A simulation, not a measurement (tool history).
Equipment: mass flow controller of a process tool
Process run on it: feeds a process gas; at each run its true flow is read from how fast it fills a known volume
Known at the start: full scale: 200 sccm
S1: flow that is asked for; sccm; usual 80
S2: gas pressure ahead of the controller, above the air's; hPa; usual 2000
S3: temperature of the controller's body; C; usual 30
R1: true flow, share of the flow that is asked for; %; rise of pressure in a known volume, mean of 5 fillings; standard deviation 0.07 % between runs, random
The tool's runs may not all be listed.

run      day   S1    S2  S3     R1
  1        0   80  2000  30  96.69
  2   12.496   80  2000  30  96.34
  3   36.292   80  2000  30  96.21
  4   46.208   80  2000  30  96.15
  5   64.071   80  2000  30  95.92
  6   76.696   80  2000  30  95.95
  7   87.246   80  2000  20  94.95
  8  103.258   80  2000  20  94.63
  9  124.933   80  2000  26  95.11
     126.012  -- controller's zero set anew
 10  137.846   80  2000  26  94.42
 11  151.654   31  2490  24  88.04
 12  165.333   31  2490  24  87.84
 13  179.654   84  1420  24   94.4
 14  199.196   50  2000  39  92.69
 15  213.629   98  1980  25  94.67
 16  224.954   98  1400  21   94.5
 17  239.462   98  1400  21  94.49
     247.562  -- controller's zero set anew, once more
 18  262.421   48  1400  21  96.96
 19  285.017   48  1400  21  96.43
 20  296.562  178  1590  30  99.01

Branching from run 20: 4 alternative next runs. What would each branch give?
  A  320.296   80  1960  30   ?
  B  320.296  178  1430  34   ?
  C  320.296   94  1660  30   ?
  D  320.296   27  2000  30   ?

run     R1
  A  97.28
  B  99.21
  C   97.8
  D  95.76
Had the tool no hidden state, the same runs would have come out as:
run      R1
  A   99.16
  B  100.82
  C    99.6
  D   98.57

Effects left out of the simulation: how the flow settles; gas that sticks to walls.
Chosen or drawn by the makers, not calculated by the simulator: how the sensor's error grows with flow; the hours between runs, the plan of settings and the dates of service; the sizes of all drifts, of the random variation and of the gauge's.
